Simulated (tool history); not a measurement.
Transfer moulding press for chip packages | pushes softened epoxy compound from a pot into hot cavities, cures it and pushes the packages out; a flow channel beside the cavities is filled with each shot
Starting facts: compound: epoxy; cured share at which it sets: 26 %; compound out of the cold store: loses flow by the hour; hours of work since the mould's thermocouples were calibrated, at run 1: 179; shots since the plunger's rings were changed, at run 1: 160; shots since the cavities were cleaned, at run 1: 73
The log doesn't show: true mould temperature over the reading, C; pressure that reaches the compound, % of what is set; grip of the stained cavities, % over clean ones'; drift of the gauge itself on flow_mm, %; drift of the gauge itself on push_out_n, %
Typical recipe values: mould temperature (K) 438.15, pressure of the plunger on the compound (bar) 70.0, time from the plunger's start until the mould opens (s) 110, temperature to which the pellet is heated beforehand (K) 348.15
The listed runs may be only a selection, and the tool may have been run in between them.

| run | hour | mould temperature (K) | pressure of the plunger on the compound (bar) | time from the plunger's start until the mould opens (s) | temperature to which the pellet is heated beforehand (K) | hours of work since the mould's thermocouples were calibrated | shots since the plunger's rings were changed | shots since the cavities were cleaned | incoming compound's hours out of the cold store | length that the compound runs in the flow channel (mm) | greatest force on the pins that push the packages out (N) |
|---|---|---|---|---|---|---|---|---|---|---|---|
| 1 | 0.0 | 438.15 | 70.0 | 110 | 348.15 | 179 | 160 | 73 | 37.1 | 753 | 333 |
| 2 | 4.8 | 438.15 | 70.0 | 110 | 345.15 | 182 | 199 | 112 | 27.9 | 784 | 356 |
| 3 | 10.1 | 438.15 | 70.0 | 110 | 345.15 | 185 | 242 | 155 | 34.3 | 758 | 351 |
| 4 | 18.6 | 438.15 | 70.0 | 110 | 345.15 | 189 | 312 | 225 | 46.5 | 715 | 374 |
| 5 | 23.0 | 438.15 | 70.0 | 110 | 345.15 | 191 | 347 | 260 | 37.5 | 744 | 379 |
| 6 | 30.2 | 438.15 | 70.0 | 110 | 345.15 | 195 | 406 | 319 | 35.0 | 761 | 405 |
| 7 | 36.6 | 431.15 | 70.0 | 110 | 348.15 | 199 | 458 | 371 | 25.3 | 828 | 530 |
| 8 | 45.6 | 431.15 | 70.0 | 110 | 348.15 | 203 | 531 | 444 | 39.2 | 774 | 519 |
| 9 | 50.7 | 431.15 | 70.0 | 110 | 348.15 | 206 | 573 | 486 | 8.5 | 890 | 591 |
|  | 53.6 | cavities cleaned with cleaning compound and waxed |
| 10 | 57.7 | 434.15 | 77.0 | 93 | 355.15 | 209 | 617 | 33 | 45.0 | 769 | 432 |
| 11 | 66.3 | 438.15 | 87.0 | 110 | 348.15 | 214 | 688 | 104 | 46.3 | 789 | 323 |
| 12 | 74.4 | 438.15 | 69.1 | 145 | 348.15 | 218 | 754 | 170 | 10.4 | 840 | 333 |
| 13 | 80.8 | 438.15 | 69.1 | 145 | 348.15 | 221 | 806 | 222 | 17.5 | 815 | 350 |

3 ways to go on from here, each from the tool as it stands after run 13. What would each give?
| A | 88.9 | 434.15 | 69.7 | 110 | 348.15 | 226 | 872 | 288 | 35.3 | ? | ? |
| B | 88.9 | 432.15 | 70.0 | 133 | 348.15 | 226 | 872 | 288 | 24.3 | ? | ? |
| C | 88.9 | 438.15 | 56.8 | 99 | 354.15 | 226 | 872 | 288 | 36.8 | ? | ? |

| run | length that the compound runs in the flow channel (mm) | greatest force on the pins that push the packages out (N) |
|---|---|---|
| A | 770 | 421 |
| B | 815 | 395 |
| C | 676 | 408 |
With no hidden state in the tool, these same runs would have given:
| run | length that the compound runs in the flow channel (mm) | greatest force on the pins that push the packages out (N) |
|---|---|---|
| A | 780 | 325 |
| B | 826 | 301 |
| C | 684 | 313 |
